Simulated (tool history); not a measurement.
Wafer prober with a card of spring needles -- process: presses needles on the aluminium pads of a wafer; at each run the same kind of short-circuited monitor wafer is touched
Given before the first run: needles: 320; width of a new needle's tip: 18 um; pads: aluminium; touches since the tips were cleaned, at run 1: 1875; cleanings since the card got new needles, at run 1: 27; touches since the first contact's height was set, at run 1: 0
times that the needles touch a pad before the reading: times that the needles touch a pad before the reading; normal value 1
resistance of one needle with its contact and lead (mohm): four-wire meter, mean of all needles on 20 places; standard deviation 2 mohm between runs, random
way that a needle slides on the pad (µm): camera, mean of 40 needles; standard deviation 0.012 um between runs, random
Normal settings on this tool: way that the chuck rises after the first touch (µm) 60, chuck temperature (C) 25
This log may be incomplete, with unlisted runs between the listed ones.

run   hour  way that the chuck rises after the first touch (µm)  chuck temperature (C)  times that the needles touch a pad before the reading  touches since the tips were cleaned  cleanings since the card got new needles  touches since the first contact's height was set  resistance of one needle with its contact and lead (mohm)  way that a needle slides on the pad (µm)
  1    0.0                                                   60                     25                                                      1                                 1875                                        27                                                 0                                                        277                                      9.16
  2    9.0                                                   60                     25                                                      1                                 5897                                        27                                              4022                                                        339                                      9.17
      14.5  -- tips cleaned on abrasive film
  3   18.4                                                   43                     25                                                      1                                 1743                                        28                                              8161                                                        354                                      6.55
  4   26.0                                                   60                     25                                                      1                                 5142                                        28                                             11560                                                        336                                      9.13
      32.8  -- tips cleaned on abrasive film
  5   32.8                                                   60                     25                                                      1                                    0                                        29                                             14562                                                        224                                      9.12
  6   42.9                                                   60                     25                                                      1                                 4516                                        29                                             19078                                                        336                                      9.13
  7   49.9                                                   60                     25                                                      1                                 7668                                        29                                             22230                                                        357                                      9.12
      51.0  -- tips cleaned on abrasive film
  8   59.8                                                   60                     25                                                      1                                 3927                                        30                                             26585                                                        320                                      9.11
  9   66.9                                                   60                     25                                                      1                                 7117                                        30                                             29775                                                        356                                      9.10
      69.3  -- tips cleaned on abrasive film
 10   74.3                                                   60                     29                                                      1                                 2229                                        31                                             33030                                                        299                                      9.08
 11   81.2                                                   60                     29                                                      1                                 5315                                        31                                             36116                                                        344                                      9.10
      88.1  -- tips cleaned on abrasive film
 12   88.2                                                   60                     25                                                      1                                   72                                        32                                             39226                                                        233                                      9.08
 13  103.0                                                   60                     25                                                      1                                 6658                                        32                                             45812                                                        354                                      9.06
     106.1  -- tips cleaned on abrasive film
 14  114.2                                                   60                     25                                                      1                                 3634                                        33                                             50807                                                        325                                      9.04
     124.5  -- tips cleaned on abrasive film
 15  127.3                                                   60                     25                                                      1                                 1251                                        34                                             56603                                                        276                                      9.04
 16  141.8                                                   56                     25                                                      1                                 7728                                        34                                             63080                                                        376                                      8.44
     143.0  -- tips cleaned on abrasive film
 17  155.0                                                   56                     25                                                      1                                 5349                                        35                                             68925                                                        364                                      8.42
     161.6  -- tips cleaned on abrasive film
 18  170.2                                                   66                     65                                                      1                                 3838                                        36                                             75681                                                        310                                      9.91
     180.5  -- tips cleaned on abrasive film
 19  185.0                                                   71                    122                                                      2                                 2011                                        37                                             82246                                                        272                                     10.68
 20  192.9                                                   65                     39                                                      1                                 5570                                        37                                             85805                                                        328                                      9.77
     194.5  -- height of the first contact set anew
     199.7  -- tips cleaned on abrasive film
 21  205.4                                                   74                     73                                                      2                                 2551                                        38                                              4830                                                        259                                     11.28
     217.9  -- tips cleaned on abrasive film
 22  217.9                                                   70                     41                                                      2                                    0                                        39                                             10392                                                        228                                     10.64
 23  227.2                                                   79                     43                                                      3                                 4160                                        39                                             14552                                                        241                                     12.01
 24  234.5                                                   79                     43                                                      3                                 7398                                        39                                             17790                                                        251                                     12.03
     236.8  -- tips cleaned on abrasive film
 25  244.6                                                   43                     68                                                      3                                 3481                                        40                                             22271                                                        298                                      6.49
 26  254.5                                                   43                     68                                                      3                                 7888                                        40                                             26678                                                        322                                      6.50
     255.6  -- tips cleaned on abrasive film
 27  270.1                                                   43                     68                                                      3                                 6492                                        41                                             33625                                                        323                                      6.49
     274.2  -- tips cleaned on abrasive film
 28  278.9                                                   43                     68                                                      3                                 2063                                        42                                             37496                                                        290                                      6.47
 29  291.0                                                   42                    100                                                      2                                 7490                                        42                                             42923                                                        393                                      6.33
     293.5  -- tips cleaned on abrasive film
 30  305.7                                                   42                    100                                                      2                                 5460                                        43                                             49453                                                        389                                      6.30
     311.7  -- tips cleaned on abrasive film
 31  320.7                                                   42                    100                                                      2                                 4034                                        44                                             56122                                                        369                                      6.28
     329.7  -- tips cleaned on abrasive film
 32  334.2                                                   52                    100                                                      2                                 2029                                        45                                             62124                                                        295                                      7.80
     347.8  -- tips cleaned on abrasive film
 33  349.9                                                   52                    100                                                      2                                  922                                        46                                             69072                                                        275                                      7.76

What differs in the tool's unlogged condition from the final listed run ahead of each entry between runs to the first listed run following it?
From run 2 to run 3: tips cleaned on abrasive film (hour 14.5)
  debris on the tips, nm: 166 -> 97.5; way that the needles fall short of the set height, um: 0 -> 0.08; tips' diameter, um: 19.04 -> 19.07
  measured minus no-state result, resistance of one needle with its contact and lead (mohm): +120 -> +132; way that a needle slides on the pad (µm): +0.00 -> -0.01
From run 4 to run 5: tips cleaned on abrasive film (hour 32.8)
  debris on the tips, nm: 164.9 -> 9.8; way that the needles fall short of the set height, um: 0.08 -> 0.19; tips' diameter, um: 19.07 -> 19.11
  measured minus no-state result, resistance of one needle with its contact and lead (mohm): +119 -> +8; way that a needle slides on the pad (µm): -0.01 -> -0.03
From run 7 to run 8: tips cleaned on abrasive film (hour 51.0)
  debris on the tips, nm: 185.6 -> 142.3; way that the needles fall short of the set height, um: 0.19 -> 0.28; tips' diameter, um: 19.11 -> 19.14
  measured minus no-state result, resistance of one needle with its contact and lead (mohm): +137 -> +104; way that a needle slides on the pad (µm): -0.03 -> -0.04
From run 9 to run 10: tips cleaned on abrasive film (hour 69.3)
  debris on the tips, nm: 181.2 -> 108.3; way that the needles fall short of the set height, um: 0.28 -> 0.4; tips' diameter, um: 19.14 -> 19.18
  measured minus no-state result, resistance of one needle with its contact and lead (mohm): +136 -> +80; way that a needle slides on the pad (µm): -0.04 -> -0.07
From run 11 to run 12: tips cleaned on abrasive film (hour 88.1)
  debris on the tips, nm: 164.5 -> 18.2; way that the needles fall short of the set height, um: 0.4 -> 0.54; tips' diameter, um: 19.18 -> 19.23
  measured minus no-state result, resistance of one needle with its contact and lead (mohm): +123 -> +15; way that a needle slides on the pad (µm): -0.07 -> -0.09
From run 13 to run 14: tips cleaned on abrasive film (hour 106.1)
  debris on the tips, nm: 178.4 -> 139.7; way that the needles fall short of the set height, um: 0.54 -> 0.68; tips' diameter, um: 19.23 -> 19.28
  measured minus no-state result, resistance of one needle with its contact and lead (mohm): +135 -> +107; way that a needle slides on the pad (µm): -0.08 -> -0.11
From run 14 to run 15: tips cleaned on abrasive film (hour 124.5)
  debris on the tips, nm: 139.7 -> 72.6; way that the needles fall short of the set height, um: 0.68 -> 0.77; tips' diameter, um: 19.28 -> 19.31
  measured minus no-state result, resistance of one needle with its contact and lead (mohm): +107 -> +57; way that a needle slides on the pad (µm): -0.11 -> -0.12
From run 16 to run 17: tips cleaned on abrasive film (hour 143.0)
  debris on the tips, nm: 185.8 -> 164.8; way that the needles fall short of the set height, um: 0.77 -> 0.88; tips' diameter, um: 19.31 -> 19.35
  measured minus no-state result, resistance of one needle with its contact and lead (mohm): +160 -> +144; way that a needle slides on the pad (µm): -0.12 -> -0.13
From run 17 to run 18: tips cleaned on abrasive film (hour 161.6)
  debris on the tips, nm: 164.8 -> 146.7; way that the needles fall short of the set height, um: 0.88 -> 0.96; tips' diameter, um: 19.35 -> 19.38
  measured minus no-state result, resistance of one needle with its contact and lead (mohm): +144 -> +88; way that a needle slides on the pad (µm): -0.13 -> -0.14
From run 18 to run 19: tips cleaned on abrasive film (hour 180.5)
  debris on the tips, nm: 146.7 -> 104.3; way that the needles fall short of the set height, um: 0.96 -> 1.07; tips' diameter, um: 19.38 -> 19.42
  measured minus no-state result, resistance of one needle with its contact and lead (mohm): +88 -> +31; way that a needle slides on the pad (µm): -0.14 -> -0.16
From run 20 to run 21: height of the first contact set anew (hour 194.5); tips cleaned on abrasive film (hour 199.7)
  debris on the tips, nm: 166.8 -> 116; way that the needles fall short of the set height, um: 1.07 -> 0.12; tips' diameter, um: 19.42 -> 19.46
  measured minus no-state result, resistance of one needle with its contact and lead (mohm): +109 -> +34; way that a needle slides on the pad (µm): -0.16 -> -0.02
From run 21 to run 22: tips cleaned on abrasive film (hour 217.9)
  debris on the tips, nm: 116 -> 18; way that the needles fall short of the set height, um: 0.12 -> 0.22; tips' diameter, um: 19.46 -> 19.49
  measured minus no-state result, resistance of one needle with its contact and lead (mohm): +34 -> +7; way that a needle slides on the pad (µm): -0.02 -> -0.03
From run 24 to run 25: tips cleaned on abrasive film (hour 236.8)
  debris on the tips, nm: 185.8 -> 140.6; way that the needles fall short of the set height, um: 0.22 -> 0.33; tips' diameter, um: 19.49 -> 19.53
  measured minus no-state result, resistance of one needle with its contact and lead (mohm): +30 -> +68; way that a needle slides on the pad (µm): -0.04 -> -0.05
From run 26 to run 27: tips cleaned on abrasive film (hour 255.6)
  debris on the tips, nm: 187.4 -> 178.8; way that the needles fall short of the set height, um: 0.33 -> 0.47; tips' diameter, um: 19.53 -> 19.58
  measured minus no-state result, resistance of one needle with its contact and lead (mohm): +90 -> +88; way that a needle slides on the pad (µm): -0.05 -> -0.07
From run 27 to run 28: tips cleaned on abrasive film (hour 274.2)
  debris on the tips, nm: 178.8 -> 104.8; way that the needles fall short of the set height, um: 0.47 -> 0.56; tips' diameter, um: 19.58 -> 19.61
  measured minus no-state result, resistance of one needle with its contact and lead (mohm): +88 -> +53; way that a needle slides on the pad (µm): -0.07 -> -0.09
From run 29 to run 30: tips cleaned on abrasive film (hour 293.5)
  debris on the tips, nm: 183.8 -> 173.3; way that the needles fall short of the set height, um: 0.56 -> 0.69; tips' diameter, um: 19.61 -> 19.66
  measured minus no-state result, resistance of one needle with its contact and lead (mohm): +149 -> +144; way that a needle slides on the pad (µm): -0.09 -> -0.11
From run 30 to run 31: tips cleaned on abrasive film (hour 311.7)
  debris on the tips, nm: 173.3 -> 148.7; way that the needles fall short of the set height, um: 0.69 -> 0.82; tips' diameter, um: 19.66 -> 19.7
  measured minus no-state result, resistance of one needle with its contact and lead (mohm): +144 -> +125; way that a needle slides on the pad (µm): -0.11 -> -0.13
From run 31 to run 32: tips cleaned on abrasive film (hour 329.7)
  debris on the tips, nm: 148.7 -> 97.3; way that the needles fall short of the set height, um: 0.82 -> 0.96; tips' diameter, um: 19.7 -> 19.75
  measured minus no-state result, resistance of one needle with its contact and lead (mohm): +125 -> +56; way that a needle slides on the pad (µm): -0.13 -> -0.14
From run 32 to run 33: tips cleaned on abrasive film (hour 347.8)
  debris on the tips, nm: 97.3 -> 61.6; way that the needles fall short of the set height, um: 0.96 -> 1.04; tips' diameter, um: 19.75 -> 19.78
  measured minus no-state result, resistance of one needle with its contact and lead (mohm): +56 -> +36; way that a needle slides on the pad (µm): -0.14 -> -0.16

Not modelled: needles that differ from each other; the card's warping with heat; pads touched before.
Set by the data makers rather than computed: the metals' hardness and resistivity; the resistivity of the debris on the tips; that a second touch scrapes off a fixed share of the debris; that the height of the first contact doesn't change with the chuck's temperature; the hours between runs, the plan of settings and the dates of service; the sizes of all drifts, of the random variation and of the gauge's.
